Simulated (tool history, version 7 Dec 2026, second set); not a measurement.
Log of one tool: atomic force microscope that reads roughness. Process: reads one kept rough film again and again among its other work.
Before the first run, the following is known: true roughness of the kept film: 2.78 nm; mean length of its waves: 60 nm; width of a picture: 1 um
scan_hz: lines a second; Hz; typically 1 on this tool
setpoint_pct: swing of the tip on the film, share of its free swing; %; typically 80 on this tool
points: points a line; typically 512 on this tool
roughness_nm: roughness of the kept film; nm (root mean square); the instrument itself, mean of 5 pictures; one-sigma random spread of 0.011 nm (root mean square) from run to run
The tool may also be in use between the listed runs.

run,hour,scan_hz,setpoint_pct,points,roughness_nm
1,0,1,80,512,2.411
2,4.2,1,80,512,2.402
3,10.1,1,80,512,2.396
4,16.7,1,80,512,2.399
5,22.2,1,80,512,2.397
6,31.3,1,80,512,2.379
7,36.6,1,72,512,2.474
8,42.7,1,72,512,2.458
9,49.8,0.82,80,512,2.438
# hour 53.4: new tip fitted
10,57.9,1,80,512,2.47
11,62.4,3.84,80,512,1.905
12,71.7,3.84,80,512,1.916
13,79.5,3.84,80,512,1.918
14,83.9,1,71,739,2.543
15,92.8,1,80,598,2.442
16,101.9,1,75,598,2.508
17,109.6,1,80,426,2.43
18,118.2,1,80,426,2.436
19,122.9,1,80,426,2.433
20,130.9,0.65,80,720,2.505
21,134.8,2.01,80,385,2.217
22,141.8,1,64,615,2.589
23,148.9,1,64,615,2.582
24,155,1,64,615,2.579
25,160.4,1.45,64,312,2.533

Selected run-to-run steps in roughness_nm, each split into two signed amounts: the part the tool would show with no hidden state at all (from settings, incoming material and random variation), and the remainder, which goes to the hidden state together with any gauge scatter not common to the measured and the hidden-state-free results:
What the log doesn't record here: radius of the tip, nm; height scale over the true one, %; drift of the gauge itself on roughness_nm, %.
Run 9 -> 10: scan_hz 0.82 -> 1, new tip fitted. roughness_nm +0.032 nm (root mean square): hidden state +0.074, all else -0.042.
Run 10 -> 11: scan_hz 1 -> 3.84. roughness_nm -0.565 nm (root mean square): hidden state +0, all else -0.565.
Run 13 -> 14: scan_hz 3.84 -> 1, setpoint_pct 80 -> 71, points 512 -> 739. roughness_nm +0.625 nm (root mean square): hidden state -0.004, all else +0.629.
Run 21 -> 22: scan_hz 2.01 -> 1, setpoint_pct 80 -> 64, points 385 -> 615. roughness_nm +0.372 nm (root mean square): hidden state -0.007, all else +0.379.
